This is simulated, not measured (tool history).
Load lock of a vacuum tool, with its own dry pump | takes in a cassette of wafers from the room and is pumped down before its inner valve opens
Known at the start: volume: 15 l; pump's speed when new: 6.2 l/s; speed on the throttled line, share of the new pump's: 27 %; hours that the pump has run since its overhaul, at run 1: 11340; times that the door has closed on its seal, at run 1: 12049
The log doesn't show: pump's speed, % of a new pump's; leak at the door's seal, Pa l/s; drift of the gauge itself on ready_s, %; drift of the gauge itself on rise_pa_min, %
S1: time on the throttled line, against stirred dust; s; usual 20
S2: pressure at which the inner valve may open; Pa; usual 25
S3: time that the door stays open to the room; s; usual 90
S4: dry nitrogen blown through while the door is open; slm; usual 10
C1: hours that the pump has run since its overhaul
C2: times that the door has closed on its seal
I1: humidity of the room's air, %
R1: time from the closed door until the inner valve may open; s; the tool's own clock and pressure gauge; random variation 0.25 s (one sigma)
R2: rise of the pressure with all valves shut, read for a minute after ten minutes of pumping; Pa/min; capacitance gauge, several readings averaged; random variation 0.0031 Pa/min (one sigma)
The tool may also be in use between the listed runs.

{"run": 1, "hour": 0.0, "S1": 20, "S2": 25, "S3": 90, "S4": 10, "C1": 11340, "C2": 12049, "I1": 46.8, "R1": 35.0, "R2": 0.073}
{"run": 2, "hour": 94.3, "S1": 20, "S2": 25, "S3": 90, "S4": 10, "C1": 11434, "C2": 12209, "I1": 44.7, "R1": 34.7, "R2": 0.08}
{"run": 3, "hour": 192.9, "S1": 20, "S2": 25, "S3": 90, "S4": 10, "C1": 11533, "C2": 12376, "I1": 46.2, "R1": 34.3, "R2": 0.07}
{"run": 4, "hour": 334.2, "S1": 20, "S2": 25, "S3": 26, "S4": 10, "C1": 11674, "C2": 12616, "I1": 44.7, "R1": 34.6, "R2": 0.045}
{"run": 5, "hour": 441.0, "S1": 20, "S2": 25, "S3": 26, "S4": 10, "C1": 11781, "C2": 12797, "I1": 45.2, "R1": 34.2, "R2": 0.044}
{"run": 6, "hour": 620.5, "S1": 20, "S2": 25, "S3": 26, "S4": 10, "C1": 11961, "C2": 13102, "I1": 42.8, "R1": 34.7, "R2": 0.04}
{"run": 7, "hour": 744.6, "S1": 12, "S2": 25, "S3": 90, "S4": 10, "C1": 12085, "C2": 13312, "I1": 48.3, "R1": 28.9, "R2": 0.08}
{"run": 8, "hour": 876.1, "S1": 12, "S2": 25, "S3": 90, "S4": 10, "C1": 12216, "C2": 13535, "I1": 46.4, "R1": 29.2, "R2": 0.078}
{"run": 9, "hour": 960.9, "S1": 22, "S2": 32, "S3": 141, "S4": 8, "C1": 12301, "C2": 13679, "I1": 46.3, "R1": 35.4, "R2": 0.095}
{"run": 10, "hour": 1106.6, "S1": 22, "S2": 28, "S3": 48, "S4": 8, "C1": 12447, "C2": 13926, "I1": 48.4, "R1": 35.8, "R2": 0.061}
{"run": 11, "hour": 1254.9, "S1": 22, "S2": 28, "S3": 48, "S4": 8, "C1": 12595, "C2": 14178, "I1": 45.3, "R1": 36.1, "R2": 0.063}
{"run": 12, "hour": 1366.6, "S1": 20, "S2": 25, "S3": 99, "S4": 10, "C1": 12707, "C2": 14368, "I1": 44.5, "R1": 35.4, "R2": 0.076}
{"run": 13, "hour": 1479.3, "S1": 20, "S2": 28, "S3": 223, "S4": 10, "C1": 12819, "C2": 14559, "I1": 44.0, "R1": 34.7, "R2": 0.103}
{"run": 14, "hour": 1573.2, "S1": 26, "S2": 28, "S3": 102, "S4": 10, "C1": 12913, "C2": 14718, "I1": 42.7, "R1": 38.8, "R2": 0.077}

Forecast run 15:
{"run": 15, "hour": 1757.3, "S1": 38, "S2": 38, "S3": 34, "S4": 28, "C1": 13097, "C2": 15031, "I1": 41.9, "R1": "?", "R2": "?"}

R1: 46.9 s
R2: 0.027 Pa/min
Without the tool's hidden state the same run would have given R1 46.9 s, R2 0.027 Pa/min.
